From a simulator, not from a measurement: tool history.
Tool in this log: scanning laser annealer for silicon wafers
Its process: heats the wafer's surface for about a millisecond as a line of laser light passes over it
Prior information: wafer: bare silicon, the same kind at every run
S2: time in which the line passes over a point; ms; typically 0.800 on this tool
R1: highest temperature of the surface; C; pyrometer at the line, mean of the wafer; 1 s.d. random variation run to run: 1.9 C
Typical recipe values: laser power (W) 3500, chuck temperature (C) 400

{"run": 1, "hour": 0.0, "laser power (W)": 3500, "S2": 0.8, "chuck temperature (C)": 400, "R1": 1219}
{"run": 2, "hour": 18.6, "laser power (W)": 3500, "S2": 0.8, "chuck temperature (C)": 400, "R1": 1215}
{"run": 3, "hour": 28.7, "laser power (W)": 3500, "S2": 0.8, "chuck temperature (C)": 400, "R1": 1216}
{"run": 4, "hour": 42.0, "laser power (W)": 3500, "S2": 0.997, "chuck temperature (C)": 400, "R1": 1297}
{"run": 5, "hour": 59.0, "laser power (W)": 3500, "S2": 0.997, "chuck temperature (C)": 400, "R1": 1294}
{"run": 6, "hour": 74.0, "laser power (W)": 3500, "S2": 0.8, "chuck temperature (C)": 400, "R1": 1213}
{"run": 7, "hour": 88.5, "laser power (W)": 3500, "S2": 0.8, "chuck temperature (C)": 400, "R1": 1214}
{"run": 8, "hour": 100.6, "laser power (W)": 3500, "S2": 0.8, "chuck temperature (C)": 400, "R1": 1213}
{"run": 9, "hour": 111.0, "laser power (W)": 3500, "S2": 0.8, "chuck temperature (C)": 400, "R1": 1213}
{"run": 10, "hour": 120.4, "laser power (W)": 3500, "S2": 0.8, "chuck temperature (C)": 400, "R1": 1217}
{"run": 11, "hour": 129.2, "laser power (W)": 3500, "S2": 0.967, "chuck temperature (C)": 400, "R1": 1286}
{"run": 12, "hour": 145.8, "laser power (W)": 3500, "S2": 0.967, "chuck temperature (C)": 400, "R1": 1285}
{"run": 13, "hour": 157.1, "laser power (W)": 3500, "S2": 0.8, "chuck temperature (C)": 389, "R1": 1199}
{"run": 14, "hour": 174.7, "laser power (W)": 3500, "S2": 0.8, "chuck temperature (C)": 400, "R1": 1209}
{"run": 15, "hour": 189.2, "laser power (W)": 3500, "S2": 0.8, "chuck temperature (C)": 400, "R1": 1210}
{"run": 16, "hour": 200.2, "laser power (W)": 3500, "S2": 0.8, "chuck temperature (C)": 400, "R1": 1212}
{"run": 17, "hour": 215.9, "laser power (W)": 3500, "S2": 0.8, "chuck temperature (C)": 400, "R1": 1212}
{"run": 18, "hour": 228.2, "laser power (W)": 3500, "S2": 0.8, "chuck temperature (C)": 400, "R1": 1214}
{"run": 19, "hour": 246.6, "laser power (W)": 3500, "S2": 0.762, "chuck temperature (C)": 400, "R1": 1194}
{"run": 20, "hour": 258.1, "laser power (W)": 3500, "S2": 0.762, "chuck temperature (C)": 400, "R1": 1194}
{"run": 21, "hour": 270.0, "laser power (W)": 3500, "S2": 0.762, "chuck temperature (C)": 400, "R1": 1191}
{"run": 22, "hour": 282.6, "laser power (W)": 3500, "S2": 0.632, "chuck temperature (C)": 383, "R1": 1113}
{"run": 23, "hour": 296.8, "laser power (W)": 3500, "S2": 0.632, "chuck temperature (C)": 383, "R1": 1111}
{"run": 24, "hour": 306.2, "laser power (W)": 3500, "S2": 0.632, "chuck temperature (C)": 383, "R1": 1113}
{"run": 25, "hour": 322.4, "laser power (W)": 3790, "S2": 0.793, "chuck temperature (C)": 364, "R1": 1245}
{"run": 26, "hour": 335.9, "laser power (W)": 3829, "S2": 0.864, "chuck temperature (C)": 400, "R1": 1331}
{"run": 27, "hour": 354.7, "laser power (W)": 3609, "S2": 0.862, "chuck temperature (C)": 366, "R1": 1235}
{"run": 28, "hour": 371.0, "laser power (W)": 3446, "S2": 0.882, "chuck temperature (C)": 417, "R1": 1246}
{"run": 29, "hour": 387.0, "laser power (W)": 3202, "S2": 0.712, "chuck temperature (C)": 426, "R1": 1115}
{"run": 30, "hour": 402.7, "laser power (W)": 3463, "S2": 0.765, "chuck temperature (C)": 425, "R1": 1216}
{"run": 31, "hour": 421.2, "laser power (W)": 3463, "S2": 0.765, "chuck temperature (C)": 425, "R1": 1213}
{"run": 32, "hour": 433.6, "laser power (W)": 3353, "S2": 0.61, "chuck temperature (C)": 425, "R1": 1112}
{"run": 33, "hour": 445.9, "laser power (W)": 3353, "S2": 0.61, "chuck temperature (C)": 425, "R1": 1111}
{"run": 34, "hour": 460.3, "laser power (W)": 3105, "S2": 0.957, "chuck temperature (C)": 400, "R1": 1166}
{"run": 35, "hour": 476.2, "laser power (W)": 3105, "S2": 0.957, "chuck temperature (C)": 400, "R1": 1168}
{"run": 36, "hour": 494.0, "laser power (W)": 3105, "S2": 0.957, "chuck temperature (C)": 417, "R1": 1187}
{"run": 37, "hour": 512.1, "laser power (W)": 3487, "S2": 0.978, "chuck temperature (C)": 388, "R1": 1277}
{"run": 38, "hour": 531.4, "laser power (W)": 3783, "S2": 0.952, "chuck temperature (C)": 372, "R1": 1339}
{"run": 39, "hour": 547.6, "laser power (W)": 3500, "S2": 0.8, "chuck temperature (C)": 422, "R1": 1239}
{"run": 40, "hour": 565.7, "laser power (W)": 3500, "S2": 0.698, "chuck temperature (C)": 366, "R1": 1128}

Withheld: 2 entries from between the runs. Position of each, and hidden state at the listed run before versus the listed run after:
Logged between run 24 and run 25: window over the wafer cleaned (hour 309.3)
  light that passes the window, % of a clean one's: 99.28 -> 99.08; laser's true power over the reading, %: 0.17 -> 0.18; width of the line over the set one, %: 0.43 -> 0.44
  measured value less the no-hidden-state value, R1: -7 -> -11 C
Logged between run 29 and run 30: window over the wafer cleaned, once more (hour 401.1)
  light that passes the window, % of a clean one's: 99 -> 99.95; width of the line over the set one, %: 0.47 -> 0.48
  measured value less the no-hidden-state value, R1: -10 -> -2 C
